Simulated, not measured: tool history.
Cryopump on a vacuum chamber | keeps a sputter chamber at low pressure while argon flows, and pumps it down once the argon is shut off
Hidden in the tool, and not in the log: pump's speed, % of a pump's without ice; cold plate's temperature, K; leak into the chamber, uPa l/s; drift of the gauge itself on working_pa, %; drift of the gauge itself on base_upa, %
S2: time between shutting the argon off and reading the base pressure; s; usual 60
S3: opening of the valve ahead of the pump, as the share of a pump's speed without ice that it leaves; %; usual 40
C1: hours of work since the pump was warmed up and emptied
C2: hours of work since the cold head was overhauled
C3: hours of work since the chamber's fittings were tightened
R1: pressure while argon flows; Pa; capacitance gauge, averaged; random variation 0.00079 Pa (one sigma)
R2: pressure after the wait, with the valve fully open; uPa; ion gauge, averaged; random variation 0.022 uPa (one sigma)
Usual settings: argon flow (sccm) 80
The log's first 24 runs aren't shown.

Run 25, hour 760.5: usual settings but argon flow (sccm) 102; C1 271; C2 860; C3 760. Result: R1 0.2056 Pa, R2 0.81 uPa.
Run 26, hour 803.2: usual settings but argon flow (sccm) 60, S3 20 %; C1 304; C2 893; C3 793. Result: R1 0.2358 Pa, R2 0.80 uPa.
Run 27, hour 838.9: usual settings but argon flow (sccm) 60, S3 20 %; C1 332; C2 920; C3 820. Result: R1 0.2369 Pa, R2 0.83 uPa.
Run 28, hour 866.4: usual settings but S2 23 s, S3 36 %; C1 353; C2 941; C3 842. Result: R1 0.1793 Pa, R2 1.65 uPa.
Run 29, hour 895.1: usual settings but argon flow (sccm) 34, S2 55 s; C1 375; C2 963; C3 864. Result: R1 0.0694 Pa, R2 0.91 uPa.
Run 30, hour 914.4: usual settings but argon flow (sccm) 38, S3 44 %; C1 390; C2 978; C3 879. Result: R1 0.0702 Pa, R2 0.85 uPa.
Run 31, hour 936.9: usual settings but argon flow (sccm) 38, S3 44 %; C1 407; C2 996; C3 896. Result: R1 0.0707 Pa, R2 0.82 uPa.
Run 32, hour 958.8: usual settings but argon flow (sccm) 38, S3 44 %; C1 424; C2 1012; C3 913. Result: R1 0.0719 Pa, R2 0.85 uPa.
Run 33, hour 983.3: usual settings but argon flow (sccm) 38, S2 30 s, S3 39 %; C1 443; C2 1031; C3 931. Result: R1 0.0792 Pa, R2 1.38 uPa.
Run 34, hour 1028.5: usual settings but argon flow (sccm) 38, S2 30 s, S3 39 %; C1 478; C2 1066; C3 966. Result: R1 0.0814 Pa, R2 1.39 uPa.

4 ways to go on from here, each from the tool as it stands after run 34. What would each give?
Run A, hour 1067.2: usual settings but argon flow (sccm) 65, S2 27 s, S3 24 %; C1 507; C2 1096; C3 996. Result: R1 ?, R2 ?.
Run B, hour 1067.2: usual settings but argon flow (sccm) 38, S2 30 s, S3 23 %; C1 507; C2 1096; C3 996. Result: R1 ?, R2 ?.
Run C, hour 1067.2: usual settings but argon flow (sccm) 149, S2 30 s, S3 31 %; C1 507; C2 1096; C3 996. Result: R1 ?, R2 ?.
Run D, hour 1067.2: usual settings but argon flow (sccm) 38, S2 30 s, S3 52 %; C1 507; C2 1096; C3 996. Result: R1 ?, R2 ?.

run      R1    R2
  A  0.2188  1.50
  B  0.1327  1.40
  C  0.3948  1.37
  D  0.0620  1.36
Without the tool's hidden state the same runs would have given:
run      R1    R2
  A  0.2081  1.26
  B  0.1265  1.16
  C  0.3705  1.14
  D  0.0558  1.13
